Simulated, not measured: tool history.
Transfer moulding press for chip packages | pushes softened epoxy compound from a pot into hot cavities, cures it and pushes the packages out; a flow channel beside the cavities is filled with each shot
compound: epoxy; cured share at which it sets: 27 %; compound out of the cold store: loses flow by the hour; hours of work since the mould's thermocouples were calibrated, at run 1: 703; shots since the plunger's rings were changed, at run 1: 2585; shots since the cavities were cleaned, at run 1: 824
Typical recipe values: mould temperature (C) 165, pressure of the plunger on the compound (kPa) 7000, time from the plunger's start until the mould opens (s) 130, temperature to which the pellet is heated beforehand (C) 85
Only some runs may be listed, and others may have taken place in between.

run   hour  mould temperature (C)  pressure of the plunger on the compound (kPa)  time from the plunger's start until the mould opens (s)  temperature to which the pellet is heated beforehand (C)  hours of work since the mould's thermocouples were calibrated  shots since the plunger's rings were changed  shots since the cavities were cleaned  incoming compound's hours out of the cold store  length that the compound runs in the flow channel (mm)  greatest force on the pins that push the packages out (N)
  1    0.0                    165                                           7000                                                      130                                                        85                                                            703                                          2585                                    824                                             13.5                                                     600                                                        925
  2   43.6                    165                                           7000                                                      130                                                        85                                                            722                                          2861                                   1100                                             37.2                                                     548                                                        936
      61.0  -- cavities cleaned with cleaning compound and waxed
  3   84.6                    165                                           7000                                                      144                                                        85                                                            739                                          3111                                    149                                             45.5                                                     527                                                        549
  4  140.4                    165                                           7000                                                      144                                                        85                                                            763                                          3463                                    501                                             20.0                                                     574                                                        698
  5  188.7                    165                                           7000                                                      144                                                        85                                                            784                                          3769                                    807                                              9.2                                                     606                                                        819
     249.0  -- cavities cleaned with cleaning compound and waxed
  6  249.0                    165                                           7000                                                      144                                                        85                                                            810                                          4140                                      0                                             25.8                                                     564                                                        402
  7  310.2                    165                                           7000                                                      144                                                        85                                                            837                                          4527                                    387                                             39.9                                                     531                                                        668
  8  346.5                    165                                           7000                                                      144                                                        85                                                            852                                          4757                                    617                                             46.7                                                     516                                                        771
     354.5  -- mould's thermocouples calibrated
     366.4  -- plunger's sealing rings changed
  9  388.0                    165                                           7000                                                      130                                                        85                                                             14                                           137                                    851                                             43.8                                                     548                                                        877
     441.8  -- cavities cleaned with cleaning compound and waxed
 10  453.8                    165                                           7000                                                      130                                                        92                                                             42                                           543                                     76                                             15.1                                                     606                                                        503
 11  512.9                    161                                           7000                                                      130                                                        92                                                             67                                           917                                    450                                             30.4                                                     573                                                        895
 12  554.7                    161                                           7000                                                      130                                                        92                                                             86                                          1181                                    714                                             44.1                                                     542                                                        975
 13  588.9                    161                                           7000                                                      130                                                        92                                                            101                                          1397                                    930                                             15.1                                                     603                                                       1090
     630.9  -- cavities cleaned with cleaning compound and waxed
 14  632.1                    161                                           7000                                                      130                                                        92                                                            119                                          1660                                      7                                             11.9                                                     611                                                        550

Run 15 is up next; what results do you expect?
 15  660.4                    165                                           6800                                                      130                                                        85                                                            131                                          1839                                    186                                             26.2                                                       ?                                                          ?

Run 15 yielded length that the compound runs in the flow channel (mm) 565, greatest force on the pins that push the packages out (N) 590.
Take away the tool's hidden state, keep the run-to-run variation as it was, and the same run would have given length that the compound runs in the flow channel (mm) 578, greatest force on the pins that push the packages out (N) 416.
